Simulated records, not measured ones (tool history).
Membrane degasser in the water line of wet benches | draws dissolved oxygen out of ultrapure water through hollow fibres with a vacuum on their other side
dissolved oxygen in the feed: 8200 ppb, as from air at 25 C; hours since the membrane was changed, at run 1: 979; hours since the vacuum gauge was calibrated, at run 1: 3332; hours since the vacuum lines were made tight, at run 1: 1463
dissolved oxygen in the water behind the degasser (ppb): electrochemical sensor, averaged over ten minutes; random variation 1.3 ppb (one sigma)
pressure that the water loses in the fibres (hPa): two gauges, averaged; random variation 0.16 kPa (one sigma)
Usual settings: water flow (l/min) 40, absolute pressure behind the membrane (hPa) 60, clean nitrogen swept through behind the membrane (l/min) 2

run	hour	water flow (l/min)	absolute pressure behind the membrane (hPa)	clean nitrogen swept through behind the membrane (l/min)	hours since the membrane was changed	hours since the vacuum gauge was calibrated	hours since the vacuum lines were made tight	dissolved oxygen in the water behind the degasser (ppb)	pressure that the water loses in the fibres (hPa)
1	0	40	60	2	979	3332	1463	140.7	288.3
2	147.4	40	60	2	1126	3479	1611	140.7	290.1
3	330.2	40	60	2	1309	3662	1793	137.6	289.9
4	446.1	43	60	2	1425	3778	1909	151.7	311.3
5	566.3	53	60	2	1545	3898	2030	195.6	383.1
6	736.5	53	60	2	1715	4068	2200	204	382.2
7	819.2	53	60	2	1798	4151	2283	200.1	381
8	965.3	40	60	2	1944	4297	2429	139.5	289.4
9	1066.3	40	60	2.24	2045	4398	2530	129.7	289.8
10	1239	40	60	2.24	2218	4571	2702	129.5	288.6
11	1328.3	40	60	2.24	2307	4660	2792	130.3	291.6
12	1515.7	40	74.3	2	2494	4848	2979	206.6	293.9
13	1646.2	40	74.3	2	2625	4978	3110	208.5	294.5
14	1742	40	74.3	2	2721	5074	3205	203.4	289.2
15	1850	40	74.3	2	2829	5182	3313	205.8	290.7
16	1977.4	40	74.3	2	2956	5309	3441	201.5	290.6
17	2121	40	74.3	2	3100	5453	3584	201.9	289
18	2219.4	40	74.3	2	3198	5551	3683	205.5	292.6
19	2379.7	40	71.2	2	3358	5712	3843	190.7	290.4
20	2469.4	40	71.2	2	3448	5801	3933	194.7	292.3
21	2627.9	53	43.6	2	3606	5960	4091	117.7	389.2
# hour 2656.5: vacuum gauge calibrated
22	2731.3	53	43.6	2	3709	75	4194	100.4	388.1
23	2828	53	43.6	2	3806	172	4291	102.1	386.4
24	2942.8	53	43.6	2	3921	286	4406	101.7	389
25	3081.3	53	43.6	2	4059	425	4544	102	391.3
# hour 3112.2: seals of the vacuum lines changed
26	3277.3	53	43.6	2	4253	619	165	103.3	386.7
27	3441.3	53	43.6	2	4417	783	329	104.6	387.4
28	3526.9	50	126.5	2.3	4503	868	415	463.6	368.3

Forecast each of these 3 alternatives for the next run:
A	3679.7	50	126.5	1.48	4656	1021	568	?	?
B	3679.7	40	90.4	1.04	4656	1021	568	?	?
C	3679.7	53	60	2	4656	1021	568	?	?

run	dissolved oxygen in the water behind the degasser (ppb)	pressure that the water loses in the fibres (hPa)
A	648.4	368.2
B	444.3	294.7
C	192.3	387.2
Without the tool's hidden state the same runs would have given:
run	dissolved oxygen in the water behind the degasser (ppb)	pressure that the water loses in the fibres (hPa)
A	642.4	360.5
B	439.6	288.5
C	185.8	379
